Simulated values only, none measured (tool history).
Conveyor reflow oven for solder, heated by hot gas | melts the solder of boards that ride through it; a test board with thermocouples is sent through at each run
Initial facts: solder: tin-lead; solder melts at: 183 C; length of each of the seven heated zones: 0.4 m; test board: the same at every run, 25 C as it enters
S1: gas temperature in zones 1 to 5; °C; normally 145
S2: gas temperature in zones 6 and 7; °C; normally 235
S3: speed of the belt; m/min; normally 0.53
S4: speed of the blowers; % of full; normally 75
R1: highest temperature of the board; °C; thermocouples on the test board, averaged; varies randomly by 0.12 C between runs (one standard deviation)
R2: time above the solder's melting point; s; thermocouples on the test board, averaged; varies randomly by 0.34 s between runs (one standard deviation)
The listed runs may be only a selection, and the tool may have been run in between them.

run,day,S1,S2,S3,S4,R1,R2
1,0,145,235,0.53,75,223.2,76.5
2,1.029,145,235,0.53,75,223.2,76.4
3,2.421,145,235,0.53,75,223.1,76
4,3.958,145,235,0.53,75,223.2,76.3
5,5.275,145,233,0.53,75,221.4,75.5
6,6.125,145,233,0.53,75,221.4,74.8
7,7.162,145,233,0.53,75,221.3,75.4
8,8.425,145,235,0.525,75,223.3,77.6
9,9.896,145,235,0.525,75,223.5,77.4
10,11.442,145,247,0.525,75,234.2,84.8
11,12.629,145,235,0.53,75,223.2,76.6
12,13.992,145,235,0.53,67,221.7,74.4
13,14.888,145,235,0.53,67,221.4,74.9
14,15.692,145,235,0.53,79,224,77.3
15,16.35,145,235,0.53,79,224,77
16,17.146,158,248,0.557,75,235.4,84.7
17,18.721,159,235,0.53,83,226.3,84.8
18,20.2,155,235,0.58,75,222.4,73.6
19,21.404,155,235,0.58,75,222.5,74.2
20,22.312,145,224,0.502,75,214.6,74.4
21,23.208,145,224,0.502,75,214.6,74.2
22,24.071,153,235,0.53,75,224.3,80.7
23,25.258,145,231,0.43,75,224.1,96.4
24,26.158,136,235,0.53,78,222.4,72.5
25,26.917,148,247,0.571,67,230.4,76
26,28.262,145,230,0.522,64,217,72.5
27,29.342,158,249,0.421,58,239.8,114.8
28,30.35,152,249,0.591,58,229,74.2
29,31.917,152,249,0.591,58,229.3,74.6
30,33.133,152,249,0.591,58,229.2,74.7

Taken out of this log: 3 entries between the listed runs. Where each belongs, and how the hidden state differs across it:
Logged between run 3 and run 4: thermocouples of zones 6 and 7 changed (day 2.996)
  true gas temperature in zones 6 and 7 over the reading, C: -0.03 -> 0.01
Logged between run 8 and run 9: flux residue cleaned out of gas plates and filters (day 9.325)
  heat that the gas passes to the board, % of a clean oven's: 99.8 -> 100
Logged between run 25 and run 26: flux residue cleaned out of gas plates and filters (day 27.212)
  heat that the gas passes to the board, % of a clean oven's: 99.8 -> 100

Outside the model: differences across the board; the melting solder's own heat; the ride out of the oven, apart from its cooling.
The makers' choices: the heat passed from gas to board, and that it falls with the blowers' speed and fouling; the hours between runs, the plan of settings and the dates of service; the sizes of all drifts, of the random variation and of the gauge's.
